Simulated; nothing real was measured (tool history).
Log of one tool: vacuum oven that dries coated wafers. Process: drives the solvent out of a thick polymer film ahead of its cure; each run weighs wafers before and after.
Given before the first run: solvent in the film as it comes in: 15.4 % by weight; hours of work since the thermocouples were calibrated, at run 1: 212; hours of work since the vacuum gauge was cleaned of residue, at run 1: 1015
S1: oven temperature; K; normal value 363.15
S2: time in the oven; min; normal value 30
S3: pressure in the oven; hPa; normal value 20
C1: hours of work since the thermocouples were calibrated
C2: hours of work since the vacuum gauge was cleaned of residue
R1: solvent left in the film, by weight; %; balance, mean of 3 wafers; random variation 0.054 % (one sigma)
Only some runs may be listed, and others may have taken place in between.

Run 1, hour 0: usual settings; C1 212; C2 1015. Result: R1 2.23 %.
Run 2, hour 116: usual settings but S1 374.15 K; C1 276; C2 1078. Result: R1 0.7 %.
Run 3, hour 209.9: usual settings but S1 374.15 K; C1 327; C2 1129. Result: R1 0.73 %.
Run 4, hour 265.3: usual settings but S1 374.15 K; C1 357; C2 1159. Result: R1 0.76 %.
Run 5, hour 328.7: usual settings but S1 374.15 K; C1 391; C2 1193. Result: R1 0.79 %.
Run 6, hour 433.1: usual settings but S1 374.15 K; C1 448; C2 1250. Result: R1 0.83 %.
Run 7, hour 533.2: usual settings but S1 374.15 K; C1 502; C2 1305. Result: R1 0.72 %.
Run 8, hour 599.6: usual settings but S1 374.15 K; C1 538; C2 1341. Result: R1 0.65 %.
Run 9, hour 695: usual settings; C1 590; C2 1392. Result: R1 2.09 %.
Run 10, hour 805.1: usual settings; C1 650; C2 1452. Result: R1 2 %.
Run 11, hour 912.3: usual settings; C1 708; C2 1511. Result: R1 2.07 %.
Run 12, hour 981.9: usual settings; C1 746; C2 1548. Result: R1 2.08 %.
Run 13, hour 1055.7: usual settings; C1 786; C2 1589. Result: R1 2.17 %.
Run 14, hour 1106.1: usual settings but S2 37 min; C1 814; C2 1616. Result: R1 1.66 %.
Run 15, hour 1213.7: usual settings but S2 37 min; C1 872; C2 1674. Result: R1 1.58 %.
Run 16, hour 1305.2: usual settings but S1 359.15 K; C1 922; C2 1724. Result: R1 3.02 %.
At hour 1355.8: oven's thermocouples calibrated.
Run 17, hour 1368.6: usual settings; C1 7; C2 1758. Result: R1 2.15 %.
Run 18, hour 1422.5: usual settings; C1 36; C2 1787. Result: R1 2.03 %.
Run 19, hour 1502.9: usual settings but S2 18 min; C1 80; C2 1831. Result: R1 3.78 %.
Run 20, hour 1567.2: usual settings but S2 18 min; C1 115; C2 1865. Result: R1 3.95 %.
Run 21, hour 1629.7: usual settings but S2 24 min; C1 149; C2 1899. Result: R1 2.81 %.
Run 22, hour 1744.2: usual settings but S1 348.15 K, S2 26 min; C1 211; C2 1962. Result: R1 6.75 %.
Run 23, hour 1824.7: usual settings but S3 57.4 hPa; C1 255; C2 2005. Result: R1 3.48 %.
Run 24, hour 1901.9: usual settings but S2 51 min, S3 11.4 hPa; C1 297; C2 2047. Result: R1 0.77 %.
Run 25, hour 1990.3: usual settings but S1 377.15 K, S2 50 min, S3 31.3 hPa; C1 345; C2 2096. Result: R1 0.88 %.
Run 26, hour 2044.5: usual settings but S1 360.15 K, S2 46 min; C1 374; C2 2125. Result: R1 1.66 %.
Run 27, hour 2124.4: usual settings but S1 371.15 K, S2 36 min, S3 14.1 hPa; C1 418; C2 2168. Result: R1 0.6 %.
Run 28, hour 2190.8: usual settings but S1 371.15 K, S2 36 min, S3 14.1 hPa; C1 454; C2 2204. Result: R1 0.75 %.
Run 29, hour 2268.8: usual settings but S2 47 min; C1 496; C2 2247. Result: R1 1.15 %.
Run 30, hour 2351.2: usual settings but S3 13.8 hPa; C1 541; C2 2292. Result: R1 1.95 %.
Run 31, hour 2458.6: usual settings but S2 16 min; C1 599; C2 2350. Result: R1 4.42 %.
Run 32, hour 2548.7: usual settings but S1 351.15 K, S2 18 min, S3 32.1 hPa; C1 648; C2 2399. Result: R1 7.96 %.
Run 33, hour 2604.8: usual settings but S1 351.15 K, S2 18 min, S3 32.1 hPa; C1 679; C2 2430. Result: R1 7.81 %.
Run 34, hour 2703.7: usual settings but S1 351.15 K, S2 18 min, S3 32.1 hPa; C1 733; C2 2483. Result: R1 7.62 %.
Run 35, hour 2764.6: usual settings but S1 356.15 K, S2 39 min, S3 41.6 hPa; C1 766; C2 2516. Result: R1 3.8 %.
Run 36, hour 2838.5: usual settings but S1 350.15 K, S2 26 min, S3 41.6 hPa; C1 806; C2 2557. Result: R1 7.21 %.
Run 37, hour 2901: usual settings but S1 376.15 K; C1 840; C2 2591. Result: R1 0.74 %.
Run 38, hour 2976.8: usual settings but S1 376.15 K; C1 881; C2 2632. Result: R1 0.62 %.
Run 39, hour 3032.6: usual settings but S1 376.15 K; C1 911; C2 2662. Result: R1 0.65 %.
Run 40, hour 3088.6: usual settings but S1 355.15 K, S2 17 min, S3 21.8 hPa; C1 942; C2 2693. Result: R1 6.54 %.
At hour 3096.7: oven's thermocouples calibrated.
Run 41, hour 3204.7: usual settings but S1 355.15 K, S2 17 min, S3 52 hPa; C1 59; C2 2755. Result: R1 7.71 %.

How the hidden state differs across the entries between the runs, from the last listed run before each to the first after it:
In the gap between runs 16 and 17: oven's thermocouples calibrated (hour 1355.8)
  true wafer temperature over the reading, C: -0.1 -> 0.01
In the gap between runs 40 and 41: oven's thermocouples calibrated (hour 3096.7)
  true wafer temperature over the reading, C: -0.11 -> -0.04; true pressure over the reading, kPa: 0.039 -> 0.04
